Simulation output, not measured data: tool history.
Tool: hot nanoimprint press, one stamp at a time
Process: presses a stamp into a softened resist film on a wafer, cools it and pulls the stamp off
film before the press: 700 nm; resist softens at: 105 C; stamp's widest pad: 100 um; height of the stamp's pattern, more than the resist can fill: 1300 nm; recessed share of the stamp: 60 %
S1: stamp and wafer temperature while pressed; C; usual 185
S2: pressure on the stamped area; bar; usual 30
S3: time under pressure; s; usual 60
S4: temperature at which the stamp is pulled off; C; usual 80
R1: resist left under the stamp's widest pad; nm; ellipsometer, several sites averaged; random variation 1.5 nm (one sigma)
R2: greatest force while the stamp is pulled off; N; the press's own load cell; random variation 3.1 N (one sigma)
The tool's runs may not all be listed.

| run | day | S1 | S2 | S3 | S4 | R1 | R2 |
|---|---|---|---|---|---|---|---|
| 1 | 0 | 185 | 30 | 60 | 80 | 339 | 150 |
| 2 | 0.442 | 185 | 30 | 60 | 75 | 336.8 | 173 |
| 3 | 0.692 | 185 | 30 | 60 | 75 | 338.9 | 179 |
| 4 | 1.2 | 185 | 30 | 60 | 75 | 339.3 | 180 |
| 5 | 1.667 | 185 | 30 | 60 | 75 | 336.8 | 182 |
| 6 | 2.1 | 185 | 30 | 60 | 75 | 334.3 | 189 |
| 7 | 2.492 | 185 | 30 | 55 | 80 | 347.1 | 171 |
| 8 | 2.938 | 185 | 30 | 55 | 80 | 346.9 | 184 |
| 9 | 3.308 | 194 | 30 | 60 | 80 | 265.1 | 175 |
| 10 | 3.667 | 194 | 30 | 60 | 80 | 263.4 | 179 |
| 11 | 3.95 | 194 | 30 | 60 | 73 | 265.3 | 204 |
| 12 | 4.321 | 194 | 30 | 60 | 73 | 264.4 | 206 |
| 13 | 4.608 | 194 | 30 | 60 | 73 | 265.3 | 211 |
| 14 | 4.85 | 194 | 30 | 60 | 73 | 265.7 | 216 |
| 15 | 5.146 | 194 | 30 | 60 | 73 | 263.9 | 220 |
| 16 | 5.721 | 176 | 22.4 | 55 | 70 | 496.7 | 228 |
| 17 | 5.979 | 176 | 22.4 | 55 | 70 | 493 | 231 |
| 18 | 6.229 | 176 | 22.4 | 55 | 70 | 493.7 | 238 |
| 19 | 6.783 | 194 | 22.4 | 34 | 76 | 372.4 | 217 |
| 20 | 7.083 | 194 | 22.4 | 34 | 76 | 373.6 | 216 |
| 21 | 7.425 | 194 | 22.4 | 34 | 76 | 371.8 | 215 |
| 22 | 7.675 | 194 | 22.4 | 42 | 88 | 353.2 | 174 |
| 23 | 8.025 | 185 | 30 | 44 | 70 | 376.3 | 260 |
| 24 | 8.467 | 182 | 26.5 | 43 | 79 | 431.4 | 212 |
| 25 | 8.838 | 182 | 26.5 | 43 | 79 | 430.2 | 211 |
| 26 | 9.208 | 186 | 26.5 | 120 | 78 | 278.2 | 224 |
| 27 | 9.696 | 177 | 30.2 | 32 | 74 | 496.2 | 257 |
|  | 10.142 | stamp cleaned and given a new release coat |
| 28 | 10.271 | 177 | 30.2 | 32 | 74 | 502.4 | 165 |
| 29 | 10.688 | 177 | 30.2 | 32 | 74 | 495.9 | 170 |

Hidden state or all else? Some run-to-run changes of R1, split into what the settings, what came in and random variation would give without the hidden state, and what is left for the hidden state (with any gauge scatter that isn't in both results):
The hidden state here: true temperature over the reading, C; pressure that arrives at the usual setting, %; grip of the stamp's worn release coat, % over a new coat's; drift of the gauge itself on residual_nm, %; drift of the gauge itself on pull_off_n, %.
Run 15 -> 16: S1 194 -> 176, S2 30 -> 22.4, S3 60 -> 55, S4 73 -> 70. R1 +232.8 nm: hidden state +0.7, all else +232.1.
Run 22 -> 23: S1 194 -> 185, S2 22.4 -> 30, S3 42 -> 44, S4 88 -> 70. R1 +23.1 nm: hidden state +1.8, all else +21.3.
Run 26 -> 27: S1 186 -> 177, S2 26.5 -> 30.2, S3 120 -> 32, S4 78 -> 74. R1 +218 nm: hidden state +2.4, all else +215.6.
